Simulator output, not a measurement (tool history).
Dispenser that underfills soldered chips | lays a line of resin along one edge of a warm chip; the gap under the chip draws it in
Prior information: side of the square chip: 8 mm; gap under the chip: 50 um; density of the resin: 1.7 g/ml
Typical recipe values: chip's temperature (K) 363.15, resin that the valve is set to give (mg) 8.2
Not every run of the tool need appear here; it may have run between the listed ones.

| run | hour | chip's temperature (K) | resin that the valve is set to give (mg) | time until the resin shows at the far edge (s) | resin that the valve gave (mg) |
|---|---|---|---|---|---|
| 1 | 0 | 363.15 | 8.2 | 92.2 | 7.79 |
|  | 3.5 | dispensing valve cleaned and set on the balance |
|  | 12.8 | new syringe of resin |
| 2 | 14.2 | 363.15 | 8.25 | 85.3 | 8.2 |
|  | 26 | new syringe of resin |
| 3 | 29.1 | 365.15 | 8.2 | 89.3 | 8.07 |
|  | 39.4 | new syringe of resin |
| 4 | 44.8 | 365.15 | 8.2 | 103.4 | 8.04 |
|  | 52.6 | new syringe of resin |
| 5 | 54.7 | 363.15 | 9.49 | 89.3 | 9.25 |
|  | 65.7 | new syringe of resin |
| 6 | 68.3 | 363.15 | 9.49 | 92.1 | 9.15 |
|  | 78.9 | new syringe of resin |
| 7 | 84.8 | 363.15 | 9.35 | 112.5 | 8.97 |
|  | 92.9 | new syringe of resin |
|  | 98.3 | dispensing valve cleaned and set on the balance |
| 8 | 102.6 | 363.15 | 8.2 | 132.7 | 8.15 |
|  | 106.8 | new syringe of resin |
| 9 | 118.2 | 363.15 | 8.17 | 155.6 | 8.08 |
|  | 119.8 | new syringe of resin |
| 10 | 131.5 | 363.15 | 8.25 | 159.5 | 8.11 |
|  | 133.6 | new syringe of resin |
| 11 | 139.6 | 363.15 | 8.25 | 116.5 | 8.06 |
|  | 146.9 | new syringe of resin |
| 12 | 151.9 | 363.15 | 8.25 | 107.6 | 8.02 |
|  | 160.1 | new syringe of resin |
| 13 | 164.7 | 363.15 | 8.2 | 105.1 | 7.9 |
|  | 172.9 | new syringe of resin |
| 14 | 181.1 | 363.15 | 9.71 | 131.4 | 9.29 |
|  | 186.1 | new syringe of resin |
|  | 193.8 | dispensing valve cleaned and set on the balance |
| 15 | 194.4 | 363.15 | 9.71 | 125.1 | 9.7 |
|  | 200 | new syringe of resin |
| 16 | 211.3 | 374.15 | 8.2 | 116.5 | 8.11 |
|  | 214 | new syringe of resin |
| 17 | 224.7 | 374.15 | 8.2 | 111.6 | 8.05 |
|  | 227.8 | new syringe of resin |
| 18 | 240 | 376.15 | 8.5 | 115.4 | 8.29 |
|  | 241.6 | new syringe of resin |
|  | 255 | new syringe of resin |
| 19 | 255 | 368.15 | 7.1 | 73.8 | 6.87 |
| 20 | 263.1 | 358.15 | 10.42 | 149.9 | 10.05 |
|  | 268.3 | new syringe of resin |
| 21 | 277.5 | 358.15 | 10.42 | 159.7 | 9.96 |
|  | 281.3 | new syringe of resin |
|  | 288.4 | dispensing valve cleaned and set on the balance |
| 22 | 289.3 | 358.15 | 10.42 | 140.9 | 10.39 |
|  | 295.6 | new syringe of resin |
| 23 | 300.3 | 353.15 | 9.08 | 147.9 | 9.01 |
|  | 308.8 | new syringe of resin |
| 24 | 314.2 | 353.15 | 9.08 | 154.8 | 8.9 |
|  | 322.2 | new syringe of resin |
| 25 | 323.6 | 377.15 | 7.93 | 60.6 | 7.76 |
| 26 | 332.9 | 377.15 | 7.93 | 102.4 | 7.73 |
|  | 335.9 | new syringe of resin |
| 27 | 340.4 | 377.15 | 7.93 | 74.5 | 7.7 |
|  | 349 | new syringe of resin |
| 28 | 350.9 | 376.15 | 10.22 | 62.7 | 9.8 |
| 29 | 360.5 | 376.15 | 10.22 | 110.9 | 9.77 |
|  | 362.9 | new syringe of resin |
|  | 368.8 | stage's temperature calibrated |
| 30 | 375.2 | 376.15 | 7.82 | 102.6 | 7.44 |
|  | 376.8 | new syringe of resin |
|  | 384.2 | dispensing valve cleaned and set on the balance |
| 31 | 384.2 | 376.15 | 7.82 | 75.6 | 7.79 |
|  | 390.7 | new syringe of resin |
| 32 | 395.9 | 351.15 | 7.37 | 150.7 | 7.33 |
|  | 404.1 | new syringe of resin |
| 33 | 411.6 | 359.15 | 10.51 | 131.4 | 10.36 |

5 ways to go on from here, each from the tool as it stands after run 33. What would each give?
|  | 416.9 | new syringe of resin |
| A | 419.4 | 363.15 | 9.14 | ? | ? |
|  | 416.9 | new syringe of resin |
| B | 419.4 | 350.15 | 9.27 | ? | ? |
|  | 416.9 | new syringe of resin |
| C | 419.4 | 355.15 | 8.02 | ? | ? |
|  | 416.9 | new syringe of resin |
| D | 419.4 | 370.15 | 7.34 | ? | ? |
|  | 416.9 | new syringe of resin |
| E | 419.4 | 371.15 | 10.14 | ? | ? |

| run | time until the resin shows at the far edge (s) | resin that the valve gave (mg) |
|---|---|---|
| A | 86.1 | 8.93 |
| B | 128.3 | 9.06 |
| C | 110.1 | 7.84 |
| D | 72.5 | 7.18 |
| E | 67.8 | 9.92 |
Without the tool's unlogged condition, the same runs would have read:
| run | time until the resin shows at the far edge (s) | resin that the valve gave (mg) |
|---|---|---|
| A | 75.8 | 9.13 |
| B | 113 | 9.26 |
| C | 96.8 | 8.02 |
| D | 63.6 | 7.34 |
| E | 59.7 | 10.14 |
